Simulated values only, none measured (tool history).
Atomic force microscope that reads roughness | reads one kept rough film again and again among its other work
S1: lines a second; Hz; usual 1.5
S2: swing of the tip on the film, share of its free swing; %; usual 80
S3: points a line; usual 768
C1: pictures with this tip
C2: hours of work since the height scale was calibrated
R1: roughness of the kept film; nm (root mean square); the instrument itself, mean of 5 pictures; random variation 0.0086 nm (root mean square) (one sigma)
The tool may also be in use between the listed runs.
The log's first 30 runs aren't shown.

Run 31, hour 554.4: usual settings but S1 0.9 Hz, S3 567; C1 234; C2 775. Result: R1 1.962 nm (root mean square).
Run 32, hour 566.3: usual settings but S1 0.51 Hz, S2 57 %, S3 583; C1 246; C2 782. Result: R1 2.065 nm (root mean square).
Run 33, hour 587.2: usual settings but S1 0.64 Hz, S2 57 %, S3 583; C1 267; C2 793. Result: R1 2.071 nm (root mean square).
At hour 598.5: new tip fitted.
Run 34, hour 603.6: usual settings but S1 0.69 Hz, S2 74 %, S3 1012; C1 5; C2 801. Result: R1 2.053 nm (root mean square).
Run 35, hour 622.2: usual settings but S1 3.56 Hz, S2 74 %, S3 1012; C1 23; C2 811. Result: R1 1.795 nm (root mean square).
Run 36, hour 635.8: usual settings but S1 3.56 Hz, S2 74 %, S3 1012; C1 36; C2 818. Result: R1 1.791 nm (root mean square).
Run 37, hour 648.2: usual settings but S1 3.56 Hz, S2 74 %, S3 1012; C1 49; C2 824. Result: R1 1.795 nm (root mean square).
Run 38, hour 667.5: usual settings but S1 3.56 Hz, S2 74 %, S3 1012; C1 67; C2 835. Result: R1 1.796 nm (root mean square).
Run 39, hour 681.8: usual settings but S1 1.39 Hz, S2 72 %, S3 712; C1 81; C2 842. Result: R1 1.98 nm (root mean square).
Run 40, hour 703: usual settings but S2 63 %, S3 411; C1 102; C2 853. Result: R1 1.995 nm (root mean square).
Run 41, hour 726.5: usual settings but S2 82 %; C1 125; C2 866. Result: R1 1.898 nm (root mean square).
Run 42, hour 741.2: usual settings but S1 0.85 Hz, S2 69 %; C1 139; C2 873. Result: R1 2.026 nm (root mean square).
Run 43, hour 759.9: usual settings but S3 566; C1 158; C2 883. Result: R1 1.884 nm (root mean square).
Run 44, hour 774.2: usual settings but S3 566; C1 172; C2 891. Result: R1 1.888 nm (root mean square).

Forecast each of these 4 alternatives for the next run:
Run A, hour 794.1: usual settings but S1 2.02 Hz, S2 67 %; C1 191; C2 901. Result: R1 ?.
Run B, hour 794.1: usual settings but S1 1.67 Hz, S2 61 %, S3 432; C1 191; C2 901. Result: R1 ?.
Run C, hour 794.1: usual settings but S2 63 %, S3 353; C1 191; C2 901. Result: R1 ?.
Run D, hour 794.1: usual settings but S2 79 %, S3 893; C1 191; C2 901. Result: R1 ?.

run     R1
  A  1.967
  B  1.987
  C  1.977
  D  1.902
Without the tool's hidden state the same runs would have given:
run     R1
  A  1.977
  B  1.997
  C  1.986
  D  1.912

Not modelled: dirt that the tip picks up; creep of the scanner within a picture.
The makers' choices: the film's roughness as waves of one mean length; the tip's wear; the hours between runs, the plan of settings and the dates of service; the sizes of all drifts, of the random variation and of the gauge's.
